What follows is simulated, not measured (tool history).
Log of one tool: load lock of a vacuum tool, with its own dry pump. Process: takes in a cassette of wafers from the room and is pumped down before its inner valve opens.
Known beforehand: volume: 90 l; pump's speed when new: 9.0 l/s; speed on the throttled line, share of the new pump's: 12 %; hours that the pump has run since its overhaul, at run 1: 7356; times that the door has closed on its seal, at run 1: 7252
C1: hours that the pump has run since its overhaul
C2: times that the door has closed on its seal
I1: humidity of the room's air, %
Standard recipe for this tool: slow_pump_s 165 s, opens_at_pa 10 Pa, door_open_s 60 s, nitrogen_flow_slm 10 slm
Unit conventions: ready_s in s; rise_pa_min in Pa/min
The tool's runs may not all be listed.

{"run": 1, "day": 0.0, "slow_pump_s": 165, "opens_at_pa": 10, "door_open_s": 60, "nitrogen_flow_slm": 10, "C1": 7356, "C2": 7252, "I1": 41.5, "ready_s": 253.7, "rise_pa_min": 0.072}
{"run": 2, "day": 16.825, "slow_pump_s": 165, "opens_at_pa": 10, "door_open_s": 60, "nitrogen_flow_slm": 10, "C1": 7760, "C2": 8404, "I1": 46.2, "ready_s": 254.9, "rise_pa_min": 0.086}
{"run": 3, "day": 35.354, "slow_pump_s": 165, "opens_at_pa": 10, "door_open_s": 60, "nitrogen_flow_slm": 10, "C1": 8205, "C2": 9673, "I1": 48.3, "ready_s": 256.1, "rise_pa_min": 0.107}
{"run": 4, "day": 58.417, "slow_pump_s": 165, "opens_at_pa": 10, "door_open_s": 60, "nitrogen_flow_slm": 10, "C1": 8758, "C2": 11252, "I1": 44.5, "ready_s": 261.4, "rise_pa_min": 0.111}
{"run": 5, "day": 74.75, "slow_pump_s": 165, "opens_at_pa": 10, "door_open_s": 60, "nitrogen_flow_slm": 10, "C1": 9150, "C2": 12370, "I1": 45.7, "ready_s": 258.9, "rise_pa_min": 0.123}
{"run": 6, "day": 96.412, "slow_pump_s": 114, "opens_at_pa": 10, "door_open_s": 60, "nitrogen_flow_slm": 10, "C1": 9670, "C2": 13853, "I1": 46.9, "ready_s": 219.3, "rise_pa_min": 0.133}
{"day": 111.192, "done": "dry pump taken out, an overhauled one fitted"}
{"run": 7, "day": 117.554, "slow_pump_s": 114, "opens_at_pa": 10, "door_open_s": 60, "nitrogen_flow_slm": 10, "C1": 153, "C2": 15283, "I1": 46.5, "ready_s": 195, "rise_pa_min": 0.148}
{"run": 8, "day": 127.671, "slow_pump_s": 165, "opens_at_pa": 16, "door_open_s": 60, "nitrogen_flow_slm": 10, "C1": 395, "C2": 15976, "I1": 42, "ready_s": 232.4, "rise_pa_min": 0.149}
{"run": 9, "day": 137.75, "slow_pump_s": 165, "opens_at_pa": 16, "door_open_s": 60, "nitrogen_flow_slm": 10, "C1": 637, "C2": 16666, "I1": 49.6, "ready_s": 236.9, "rise_pa_min": 0.166}
{"run": 10, "day": 148.846, "slow_pump_s": 165, "opens_at_pa": 10, "door_open_s": 60, "nitrogen_flow_slm": 10, "C1": 904, "C2": 17426, "I1": 44, "ready_s": 238.1, "rise_pa_min": 0.168}
{"run": 11, "day": 159.096, "slow_pump_s": 165, "opens_at_pa": 10, "door_open_s": 60, "nitrogen_flow_slm": 10, "C1": 1150, "C2": 18128, "I1": 43.5, "ready_s": 239.7, "rise_pa_min": 0.176}
{"run": 12, "day": 176.088, "slow_pump_s": 165, "opens_at_pa": 17, "door_open_s": 60, "nitrogen_flow_slm": 10, "C1": 1557, "C2": 19291, "I1": 45.7, "ready_s": 236.1, "rise_pa_min": 0.194}
{"run": 13, "day": 193.971, "slow_pump_s": 165, "opens_at_pa": 10, "door_open_s": 60, "nitrogen_flow_slm": 10, "C1": 1987, "C2": 20515, "I1": 44.6, "ready_s": 241.9, "rise_pa_min": 0.207}
{"run": 14, "day": 207.196, "slow_pump_s": 165, "opens_at_pa": 10, "door_open_s": 39, "nitrogen_flow_slm": 10, "C1": 2304, "C2": 21421, "I1": 41.3, "ready_s": 243.4, "rise_pa_min": 0.203}
{"run": 15, "day": 221.125, "slow_pump_s": 165, "opens_at_pa": 10, "door_open_s": 39, "nitrogen_flow_slm": 10, "C1": 2638, "C2": 22374, "I1": 46.8, "ready_s": 242.4, "rise_pa_min": 0.226}
{"run": 16, "day": 237.583, "slow_pump_s": 263, "opens_at_pa": 12, "door_open_s": 98, "nitrogen_flow_slm": 10, "C1": 3033, "C2": 23501, "I1": 43, "ready_s": 328.1, "rise_pa_min": 0.256}
{"run": 17, "day": 259.129, "slow_pump_s": 165, "opens_at_pa": 9, "door_open_s": 60, "nitrogen_flow_slm": 7, "C1": 3550, "C2": 24976, "I1": 42, "ready_s": 244.5, "rise_pa_min": 0.265}
{"run": 18, "day": 275.0, "slow_pump_s": 220, "opens_at_pa": 9, "door_open_s": 105, "nitrogen_flow_slm": 7, "C1": 3931, "C2": 26062, "I1": 47.2, "ready_s": 296.6, "rise_pa_min": 0.287}
{"run": 19, "day": 293.833, "slow_pump_s": 220, "opens_at_pa": 9, "door_open_s": 105, "nitrogen_flow_slm": 7, "C1": 4383, "C2": 27352, "I1": 45.7, "ready_s": 299, "rise_pa_min": 0.326}
{"run": 20, "day": 307.458, "slow_pump_s": 271, "opens_at_pa": 9, "door_open_s": 105, "nitrogen_flow_slm": 7, "C1": 4710, "C2": 28285, "I1": 48.7, "ready_s": 341.4, "rise_pa_min": 0.339}
{"run": 21, "day": 322.662, "slow_pump_s": 271, "opens_at_pa": 9, "door_open_s": 105, "nitrogen_flow_slm": 7, "C1": 5075, "C2": 29326, "I1": 41.6, "ready_s": 347.3, "rise_pa_min": 0.334}
{"run": 22, "day": 337.962, "slow_pump_s": 243, "opens_at_pa": 11, "door_open_s": 60, "nitrogen_flow_slm": 10, "C1": 5442, "C2": 30373, "I1": 46.3, "ready_s": 318.8, "rise_pa_min": 0.341}
{"run": 23, "day": 357.658, "slow_pump_s": 187, "opens_at_pa": 10, "door_open_s": 74, "nitrogen_flow_slm": 26, "C1": 5915, "C2": 31721, "I1": 48.7, "ready_s": 268.8, "rise_pa_min": 0.364}
{"run": 24, "day": 367.529, "slow_pump_s": 187, "opens_at_pa": 10, "door_open_s": 74, "nitrogen_flow_slm": 26, "C1": 6152, "C2": 32397, "I1": 46.1, "ready_s": 273.1, "rise_pa_min": 0.365}
{"run": 25, "day": 377.954, "slow_pump_s": 187, "opens_at_pa": 10, "door_open_s": 74, "nitrogen_flow_slm": 26, "C1": 6402, "C2": 33111, "I1": 42.6, "ready_s": 271.2, "rise_pa_min": 0.386}
{"run": 26, "day": 390.679, "slow_pump_s": 165, "opens_at_pa": 8, "door_open_s": 60, "nitrogen_flow_slm": 10, "C1": 6708, "C2": 33982, "I1": 43.2, "ready_s": 255.8, "rise_pa_min": 0.417}
{"run": 27, "day": 402.633, "slow_pump_s": 91, "opens_at_pa": 10, "door_open_s": 60, "nitrogen_flow_slm": 40, "C1": 6995, "C2": 34801, "I1": 44.6, "ready_s": 190.1, "rise_pa_min": 0.404}

Alternative continuations, all from the tool just after run 27; predict every row:
{"run": "A", "day": 424.933, "slow_pump_s": 241, "opens_at_pa": 7, "door_open_s": 60, "nitrogen_flow_slm": 40, "C1": 7530, "C2": 36327, "I1": 42.6, "ready_s": "?", "rise_pa_min": "?"}
{"run": "B", "day": 424.933, "slow_pump_s": 111, "opens_at_pa": 10, "door_open_s": 39, "nitrogen_flow_slm": 14, "C1": 7530, "C2": 36327, "I1": 48.3, "ready_s": "?", "rise_pa_min": "?"}
{"run": "C", "day": 424.933, "slow_pump_s": 91, "opens_at_pa": 7, "door_open_s": 60, "nitrogen_flow_slm": 40, "C1": 7530, "C2": 36327, "I1": 43.2, "ready_s": "?", "rise_pa_min": "?"}
{"run": "D", "day": 424.933, "slow_pump_s": 91, "opens_at_pa": 10, "door_open_s": 89, "nitrogen_flow_slm": 40, "C1": 7530, "C2": 36327, "I1": 45.8, "ready_s": "?", "rise_pa_min": "?"}

run=A ready_s=322.6 rise_pa_min=0.435
run=B ready_s=211.4 rise_pa_min=0.443
run=C ready_s=197.8 rise_pa_min=0.432
run=D ready_s=192.3 rise_pa_min=0.437
With the hidden condition removed and each run's random variation left untouched, the same runs would have given:
run=A ready_s=306.2 rise_pa_min=0.024
run=B ready_s=192.3 rise_pa_min=0.029
run=C ready_s=177.1 rise_pa_min=0.02
run=D ready_s=172.7 rise_pa_min=0.03
